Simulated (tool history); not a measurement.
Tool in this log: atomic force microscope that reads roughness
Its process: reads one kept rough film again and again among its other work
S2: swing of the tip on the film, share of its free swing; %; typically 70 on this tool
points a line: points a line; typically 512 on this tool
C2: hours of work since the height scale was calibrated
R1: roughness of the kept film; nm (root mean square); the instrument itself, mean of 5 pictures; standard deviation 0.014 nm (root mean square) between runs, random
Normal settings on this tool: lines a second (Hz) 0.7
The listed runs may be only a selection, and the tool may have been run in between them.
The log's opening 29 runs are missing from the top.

{"run": 30, "hour": 390.0, "lines a second (Hz)": 0.913, "S2": 77, "points a line": 418, "pictures with this tip": 171, "C2": 614, "R1": 2.673}
{"run": 31, "hour": 399.6, "lines a second (Hz)": 0.913, "S2": 77, "points a line": 418, "pictures with this tip": 185, "C2": 621, "R1": 2.611}
{"run": 32, "hour": 419.2, "lines a second (Hz)": 0.601, "S2": 57, "points a line": 637, "pictures with this tip": 213, "C2": 634, "R1": 2.639}
{"run": 33, "hour": 432.4, "lines a second (Hz)": 0.7, "S2": 58, "points a line": 512, "pictures with this tip": 233, "C2": 644, "R1": 2.611}
{"run": 34, "hour": 446.9, "lines a second (Hz)": 2.75, "S2": 80, "points a line": 512, "pictures with this tip": 254, "C2": 654, "R1": 2.265}
{"hour": 464.3, "done": "new tip fitted"}
{"run": 35, "hour": 465.2, "lines a second (Hz)": 0.7, "S2": 84, "points a line": 326, "pictures with this tip": 2, "C2": 666, "R1": 3.122}
{"run": 36, "hour": 485.0, "lines a second (Hz)": 0.7, "S2": 84, "points a line": 326, "pictures with this tip": 31, "C2": 680, "R1": 3.015}
{"run": 37, "hour": 494.7, "lines a second (Hz)": 0.934, "S2": 73, "points a line": 266, "pictures with this tip": 45, "C2": 687, "R1": 2.967}
{"run": 38, "hour": 511.6, "lines a second (Hz)": 2.601, "S2": 77, "points a line": 536, "pictures with this tip": 69, "C2": 698, "R1": 2.763}
{"run": 39, "hour": 524.3, "lines a second (Hz)": 1.134, "S2": 59, "points a line": 279, "pictures with this tip": 88, "C2": 707, "R1": 2.855}
{"run": 40, "hour": 542.3, "lines a second (Hz)": 2.568, "S2": 56, "points a line": 279, "pictures with this tip": 114, "C2": 720, "R1": 2.759}
{"run": 41, "hour": 556.1, "lines a second (Hz)": 0.7, "S2": 67, "points a line": 393, "pictures with this tip": 134, "C2": 729, "R1": 2.752}

Forecast run 42:
{"run": 42, "hour": 576.1, "lines a second (Hz)": 2.158, "S2": 67, "points a line": 393, "pictures with this tip": 163, "C2": 743, "R1": "?"}

R1: 2.58 nm (root mean square)
If the tool had no hidden condition, the same run with the same run-to-run variation would have returned R1 3.25 nm (root mean square).
